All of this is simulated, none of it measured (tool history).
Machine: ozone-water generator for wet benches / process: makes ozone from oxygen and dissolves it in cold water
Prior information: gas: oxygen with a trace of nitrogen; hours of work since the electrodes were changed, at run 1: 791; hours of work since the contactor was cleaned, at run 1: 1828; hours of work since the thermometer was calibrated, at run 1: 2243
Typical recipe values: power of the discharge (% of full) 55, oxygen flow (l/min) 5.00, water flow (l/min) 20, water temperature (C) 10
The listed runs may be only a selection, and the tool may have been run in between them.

run	hour	power of the discharge (% of full)	oxygen flow (l/min)	water flow (l/min)	water temperature (C)	hours of work since the electrodes were changed	hours of work since the contactor was cleaned	hours of work since the thermometer was calibrated	dissolved ozone (ppm)	ozone in the gas ahead of the water (g/m3)
1	0.0	55	5.00	20	10	791	1828	2243	23.0	191.7
2	24.0	55	5.00	26	10	808	1845	2260	18.1	188.5
3	48.8	55	5.00	32	10	825	1862	2277	14.5	189.6
4	86.7	55	5.00	21	10	851	1889	2303	21.8	192.3
5	106.7	55	5.00	21	10	865	1903	2317	21.8	190.4
6	146.4	55	5.00	21	10	893	1930	2345	21.7	190.0
7	170.1	55	5.00	21	10	909	1947	2361	21.7	188.7
8	193.8	55	5.00	21	10	926	1963	2378	21.6	189.1
9	229.0	55	5.00	20	10	950	1988	2402	22.6	188.5
10	253.0	55	5.00	20	10	967	2004	2419	22.5	189.3
11	271.2	55	5.00	20	10	979	2017	2432	22.8	190.4
12	308.6	55	5.00	20	10	1005	2043	2458	22.7	188.4
13	329.5	55	5.00	20	10	1020	2057	2472	23.0	189.4
14	363.0	55	5.00	20	10	1043	2081	2495	22.7	190.1
15	385.3	55	2.50	20	14	1059	2096	2511	19.2	269.2
16	402.2	65	4.38	13	14	1070	2108	2523	32.7	222.7
17	419.7	65	4.38	13	14	1082	2120	2535	32.3	223.1
18	452.4	44	6.78	21	6	1105	2143	2557	20.6	143.7
19	474.2	55	5.00	20	10	1120	2158	2573	22.7	188.5
20	495.3	78	3.49	27	13	1135	2173	2587	19.4	281.9
21	516.9	65	4.63	19	6	1150	2188	2602	27.1	216.5
22	537.8	65	4.63	19	6	1165	2202	2617	26.8	218.3
23	558.7	96	2.96	13	6	1179	2217	2631	43.7	344.8
24	576.6	96	2.96	13	6	1191	2229	2644	43.9	342.6
25	611.7	90	5.00	21	8	1216	2254	2668	29.9	253.7
26	630.6	89	5.00	17	12	1229	2267	2681	32.8	252.2
27	647.1	55	5.49	20	17	1240	2278	2693	20.8	180.4

5 options for the next run, each taken on its own from the tool as it stands now. Forecast them:
A	686.9	55	7.19	20	5	1268	2306	2720	?	?
B	686.9	81	5.49	20	6	1268	2306	2720	?	?
C	686.9	70	5.00	13	12	1268	2306	2720	?	?
D	686.9	53	4.98	20	17	1268	2306	2720	?	?
E	686.9	55	5.49	20	17	1268	2306	2720	?	?

run	dissolved ozone (ppm)	ozone in the gas ahead of the water (g/m3)
A	24.7	158.7
B	30.1	226.1
C	34.8	215.5
D	20.2	183.7
E	20.7	177.6
What these runs would have given with no unlogged condition in the tool:
run	dissolved ozone (ppm)	ozone in the gas ahead of the water (g/m3)
A	25.5	162.1
B	31.3	232.3
C	36.1	221.0
D	20.9	187.6
E	21.4	181.5
